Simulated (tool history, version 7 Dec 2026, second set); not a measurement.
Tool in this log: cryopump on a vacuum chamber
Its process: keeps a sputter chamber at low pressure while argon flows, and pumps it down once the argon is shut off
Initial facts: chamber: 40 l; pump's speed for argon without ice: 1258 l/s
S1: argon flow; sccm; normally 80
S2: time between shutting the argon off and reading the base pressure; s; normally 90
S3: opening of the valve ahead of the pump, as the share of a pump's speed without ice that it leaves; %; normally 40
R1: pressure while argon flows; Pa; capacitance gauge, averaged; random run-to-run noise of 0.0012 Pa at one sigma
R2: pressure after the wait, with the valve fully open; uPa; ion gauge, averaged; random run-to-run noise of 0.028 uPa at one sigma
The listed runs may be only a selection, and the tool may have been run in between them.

run	hour	S1	S2	S3	R1	R2
1	0.0	80	90	40	0.2725	1.57
2	39.5	80	90	40	0.2730	1.61
3	122.7	80	90	18	0.6017	1.68
4	180.0	80	51	40	0.2765	2.53
5	248.8	80	51	40	0.2801	2.59
6	310.3	80	51	40	0.2802	2.58
7	383.3	80	90	40	0.2858	1.86
8	452.0	80	90	40	0.2870	1.92
9	511.3	80	90	40	0.2877	1.95
10	552.0	80	90	40	0.2904	2.07
11	619.9	80	90	40	0.2925	2.15
12	706.5	80	90	40	0.2975	2.21
13	776.2	80	90	40	0.3029	2.24
# hour 819.8: pump warmed up, emptied and cooled again
14	873.9	80	90	40	0.2713	2.06
15	969.1	80	90	40	0.2748	2.12
16	1052.3	80	90	40	0.2779	2.16
17	1106.7	49	23	19	0.3525	5.26
18	1165.9	49	23	19	0.3549	5.24
19	1259.8	152	90	24	0.8876	2.41
20	1323.2	80	77	46	0.2531	2.61
21	1398.8	49	89	40	0.1801	2.47
# hour 1434.7: leaking fittings of the chamber tightened, without venting
22	1451.4	88	91	42	0.3092	1.38
23	1544.1	88	91	42	0.3116	1.44
24	1639.0	88	91	42	0.3187	1.48
# hour 1689.6: pump warmed up, emptied and cooled again
25	1701.2	47	91	42	0.1514	1.47
26	1766.2	155	238	36	0.5839	0.83
27	1841.0	155	238	36	0.5893	0.83
28	1933.8	133	68	31	0.5921	1.90
29	2013.4	84	90	40	0.2967	1.70
30	2090.0	84	90	19	0.6102	1.69
31	2133.4	84	90	19	0.6123	1.77
32	2215.5	59	100	25	0.3334	1.68

Consider 4 possible next runs. They are alternatives, not a sequence: every one starts from the tool as it was left by run 32. What does each give?
A	2279.8	59	53	25	?	?
B	2279.8	43	67	24	?	?
C	2279.8	37	90	40	?	?
D	2279.8	41	90	39	?	?

run	R1	R2
A	0.3330	2.53
B	0.2548	2.16
C	0.1343	1.86
D	0.1533	1.88
Without the tool's hidden state the same runs would have given:
run	R1	R2
A	0.3162	1.97
B	0.2425	1.61
C	0.1237	1.30
D	0.1416	1.31

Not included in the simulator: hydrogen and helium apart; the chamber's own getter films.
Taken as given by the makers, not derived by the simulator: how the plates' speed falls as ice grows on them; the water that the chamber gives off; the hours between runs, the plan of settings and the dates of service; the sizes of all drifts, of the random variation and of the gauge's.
